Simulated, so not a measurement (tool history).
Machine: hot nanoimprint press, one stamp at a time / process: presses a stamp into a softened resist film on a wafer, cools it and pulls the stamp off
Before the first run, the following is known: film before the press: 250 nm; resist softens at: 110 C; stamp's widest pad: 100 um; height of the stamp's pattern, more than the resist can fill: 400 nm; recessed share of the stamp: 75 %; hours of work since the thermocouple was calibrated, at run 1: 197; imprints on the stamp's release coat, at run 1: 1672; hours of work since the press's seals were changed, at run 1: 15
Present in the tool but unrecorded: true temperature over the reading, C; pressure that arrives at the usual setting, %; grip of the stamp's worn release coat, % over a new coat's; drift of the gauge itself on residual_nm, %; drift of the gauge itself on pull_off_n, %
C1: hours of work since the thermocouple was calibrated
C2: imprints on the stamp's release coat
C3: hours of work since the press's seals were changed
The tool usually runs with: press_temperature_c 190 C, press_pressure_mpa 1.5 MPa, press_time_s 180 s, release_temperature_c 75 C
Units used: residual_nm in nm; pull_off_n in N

Run 1, hour 0: usual settings; C1 197; C2 1672; C3 15. Result: residual_nm 123.8 nm, pull_off_n 172 N.
Run 2, hour 9.8: usual settings but press_time_s 275 s; C1 202; C2 1691; C3 20. Result: residual_nm 105 nm, pull_off_n 183 N.
Run 3, hour 18.5: usual settings but press_time_s 275 s; C1 207; C2 1708; C3 25. Result: residual_nm 104.9 nm, pull_off_n 180 N.
Run 4, hour 29.1: usual settings; C1 213; C2 1729; C3 31. Result: residual_nm 124 nm, pull_off_n 182 N.
Run 5, hour 38.8: usual settings; C1 218; C2 1748; C3 36. Result: residual_nm 122.8 nm, pull_off_n 182 N.
Run 6, hour 49: usual settings but press_time_s 252 s; C1 224; C2 1768; C3 42. Result: residual_nm 109.5 nm, pull_off_n 181 N.
Run 7, hour 54.1: usual settings but press_time_s 252 s; C1 227; C2 1778; C3 44. Result: residual_nm 109.5 nm, pull_off_n 180 N.
Run 8, hour 60.2: usual settings but press_temperature_c 198 C, press_pressure_mpa 1.3 MPa, press_time_s 96 s, release_temperature_c 69 C; C1 230; C2 1790; C3 48. Result: residual_nm 120.6 nm, pull_off_n 199 N.
Run 9, hour 67: usual settings but press_temperature_c 198 C, press_pressure_mpa 1.3 MPa, press_time_s 96 s, release_temperature_c 69 C; C1 234; C2 1804; C3 52. Result: residual_nm 120.6 nm, pull_off_n 204 N.
Run 10, hour 73.5: usual settings but press_temperature_c 198 C, press_pressure_mpa 1.3 MPa, press_time_s 96 s, release_temperature_c 69 C; C1 237; C2 1817; C3 55. Result: residual_nm 120.7 nm, pull_off_n 200 N.

Run 11 has not been measured yet. What should we expect?
Run 11, hour 82: usual settings but release_temperature_c 78 C; C1 242; C2 1833; C3 60. Result: residual_nm ?, pull_off_n ?.

{"run 11": {"residual_nm": 124.3, "pull_off_n": 177}}
Had the tool carried no hidden state, the very same run would have given residual_nm 117.7 nm, pull_off_n 113 N.

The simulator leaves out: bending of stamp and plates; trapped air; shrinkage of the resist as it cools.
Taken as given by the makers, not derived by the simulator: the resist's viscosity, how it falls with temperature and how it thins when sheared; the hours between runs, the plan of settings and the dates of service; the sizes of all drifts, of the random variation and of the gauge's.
